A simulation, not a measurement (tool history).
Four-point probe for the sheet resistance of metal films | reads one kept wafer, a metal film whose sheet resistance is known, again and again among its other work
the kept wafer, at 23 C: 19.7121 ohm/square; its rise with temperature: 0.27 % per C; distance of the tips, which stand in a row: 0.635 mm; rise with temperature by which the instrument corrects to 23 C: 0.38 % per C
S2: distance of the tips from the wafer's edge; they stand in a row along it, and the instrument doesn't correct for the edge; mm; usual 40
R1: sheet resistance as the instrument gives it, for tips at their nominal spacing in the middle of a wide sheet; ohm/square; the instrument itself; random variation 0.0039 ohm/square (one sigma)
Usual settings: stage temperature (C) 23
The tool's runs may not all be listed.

Run 1, hour 0: usual settings. Result: R1 19.77303 ohm/square.
Run 2, hour 131.4: usual settings. Result: R1 19.77019 ohm/square.
Run 3, hour 209.1: usual settings. Result: R1 19.76058 ohm/square.
Run 4, hour 284: usual settings. Result: R1 19.75645 ohm/square.
Run 5, hour 344.6: usual settings. Result: R1 19.75457 ohm/square.
Run 6, hour 467: usual settings. Result: R1 19.744038 ohm/square.
Run 7, hour 591.6: usual settings. Result: R1 19.738045 ohm/square.
Run 8, hour 691.3: usual settings. Result: R1 19.739978 ohm/square.
Run 9, hour 788.2: usual settings. Result: R1 19.728583 ohm/square.
Run 10, hour 872.2: usual settings. Result: R1 19.733641 ohm/square.
Run 11, hour 990.9: usual settings. Result: R1 19.727603 ohm/square.
Run 12, hour 1049.9: usual settings. Result: R1 19.719574 ohm/square.
Run 13, hour 1180.5: usual settings. Result: R1 19.710383 ohm/square.
At hour 1192.2: stage's thermometer calibrated.
Run 14, hour 1278.9: usual settings. Result: R1 19.698101 ohm/square.
Run 15, hour 1362.1: usual settings. Result: R1 19.69331 ohm/square.
At hour 1421: stage's thermometer calibrated, once more.
Run 16, hour 1439.6: usual settings. Result: R1 19.73137 ohm/square.
Run 17, hour 1549.6: usual settings but S2 50 mm. Result: R1 19.727505 ohm/square.
At hour 1659.7: new probe head fitted.
Run 18, hour 1665.4: usual settings. Result: R1 19.736867 ohm/square.
Run 19, hour 1774.9: usual settings but stage temperature (C) 32. Result: R1 19.523488 ohm/square.
Run 20, hour 1897: usual settings but stage temperature (C) 32, S2 43 mm. Result: R1 19.524401 ohm/square.
Run 21, hour 1993: usual settings but stage temperature (C) 32, S2 34 mm. Result: R1 19.521106 ohm/square.
Run 22, hour 2106.1: usual settings but stage temperature (C) 32, S2 34 mm. Result: R1 19.508528 ohm/square.
Run 23, hour 2220.2: usual settings but stage temperature (C) 32, S2 34 mm. Result: R1 19.503342 ohm/square.
Run 24, hour 2354.5: usual settings but stage temperature (C) 32, S2 34 mm. Result: R1 19.499232 ohm/square.
Run 25, hour 2427.9: usual settings but stage temperature (C) 32, S2 34 mm. Result: R1 19.49651 ohm/square.
Run 26, hour 2498.6: usual settings but stage temperature (C) 32, S2 34 mm. Result: R1 19.491729 ohm/square.
Run 27, hour 2610.8: usual settings but stage temperature (C) 20, S2 3 mm. Result: R1 20.218219 ohm/square.
Run 28, hour 2672.4: usual settings but stage temperature (C) 24, S2 4 mm. Result: R1 19.914772 ohm/square.
Run 29, hour 2782.7: usual settings but stage temperature (C) 24, S2 4 mm. Result: R1 19.909216 ohm/square.
Run 30, hour 2914.3: usual settings but stage temperature (C) 27, S2 4 mm. Result: R1 19.837579 ohm/square.
Run 31, hour 2982.8: usual settings but stage temperature (C) 20, S2 59 mm. Result: R1 19.727443 ohm/square.
Run 32, hour 3103: usual settings but stage temperature (C) 27, S2 59 mm. Result: R1 19.569402 ohm/square.
Run 33, hour 3158.8: usual settings but stage temperature (C) 27, S2 59 mm. Result: R1 19.556199 ohm/square.
Run 34, hour 3281.9: usual settings but S2 33 mm. Result: R1 19.645807 ohm/square.
Run 35, hour 3364.9: usual settings but S2 33 mm. Result: R1 19.644021 ohm/square.
Run 36, hour 3496.7: usual settings but S2 33 mm. Result: R1 19.626881 ohm/square.
Run 37, hour 3550.9: usual settings but stage temperature (C) 25, S2 4 mm. Result: R1 19.842063 ohm/square.
Run 38, hour 3635.9: usual settings but stage temperature (C) 29, S2 46 mm. Result: R1 19.488393 ohm/square.
Run 39, hour 3737: usual settings but stage temperature (C) 22, S2 32 mm. Result: R1 19.642193 ohm/square.
Run 40, hour 3822.5: usual settings but stage temperature (C) 24, S2 50 mm. Result: R1 19.58222 ohm/square.
At hour 3879.5: new probe head fitted.
Run 41, hour 3883.2: usual settings but S2 31 mm. Result: R1 19.78343 ohm/square.
Run 42, hour 3998.5: usual settings but S2 31 mm. Result: R1 19.775587 ohm/square.
Run 43, hour 4125.5: usual settings but stage temperature (C) 34, S2 31 mm. Result: R1 19.524895 ohm/square.

3 ways to go on from here, each from the tool as it stands after run 43. What would each give?
Run A, hour 4226.9: usual settings but stage temperature (C) 19, S2 75 mm. Result: R1 ?.
Run B, hour 4226.9: usual settings but stage temperature (C) 25, S2 3 mm. Result: R1 ?.
Run C, hour 4226.9: usual settings but stage temperature (C) 27, S2 33 mm. Result: R1 ?.

run         R1
  A  19.851841
  B  20.172924
  C   19.66499
Without the tool's hidden state the same runs would have given:
run         R1
  A  19.805165
  B  20.125221
  C  19.618227

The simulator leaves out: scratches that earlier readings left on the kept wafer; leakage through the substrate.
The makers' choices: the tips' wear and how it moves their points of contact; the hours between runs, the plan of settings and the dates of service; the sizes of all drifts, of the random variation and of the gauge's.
